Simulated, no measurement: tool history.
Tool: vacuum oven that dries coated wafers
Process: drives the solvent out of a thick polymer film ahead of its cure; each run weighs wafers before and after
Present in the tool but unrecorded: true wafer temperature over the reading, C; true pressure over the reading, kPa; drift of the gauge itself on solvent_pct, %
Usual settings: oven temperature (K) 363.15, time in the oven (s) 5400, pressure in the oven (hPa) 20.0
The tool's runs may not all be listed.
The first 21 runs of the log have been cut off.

run    hour  oven temperature (K)  time in the oven (s)  pressure in the oven (hPa)  hours of work since the thermocouples were calibrated  hours of work since the vacuum gauge was cleaned of residue  solvent left in the film (%)
 22  1740.4                363.15                  5340                        20.0                                                    666                                                         2428                          3.29
 23  1819.1                363.15                  5400                        20.0                                                    715                                                         2477                          3.28
 24  1872.7                363.15                  5400                        20.0                                                    748                                                         2510                          3.31
 25  1965.6                368.15                  5400                        45.1                                                    806                                                         2568                          2.97
 26  2043.3                368.15                  5400                        20.0                                                    854                                                         2616                          2.15
 27  2155.3                375.15                  7620                        48.8                                                    924                                                         2685                          1.61
 28  2269.8                373.15                  5400                        58.1                                                    995                                                         2757                          2.40
 29  2376.0                373.15                  5400                        58.1                                                   1061                                                         2823                          2.45
 30  2461.9                363.15                  8580                        26.4                                                   1114                                                         2876                          1.97
 31  2582.9                361.15                  5400                        21.7                                                   1190                                                         2951                          3.67
 32  2662.3                363.15                  2820                        11.1                                                   1239                                                         3000                          6.30
 33  2763.3                359.15                  2820                        11.1                                                   1302                                                         3063                          7.69
 34  2835.0                359.15                  2820                        11.1                                                   1346                                                         3108                          7.57
 35  2899.7                359.15                  2820                        11.1                                                   1386                                                         3148                          7.45

Run 36, settings as shown, results not yet in. Your forecast:
 36  2999.7                361.15                  5040                        20.0                                                   1448                                                         3210                             ?

Logged for run 36: solvent left in the film (%) 3.73.
Were there no unlogged condition in the tool, this run, its random variation unchanged, would have produced solvent left in the film (%) 4.36.
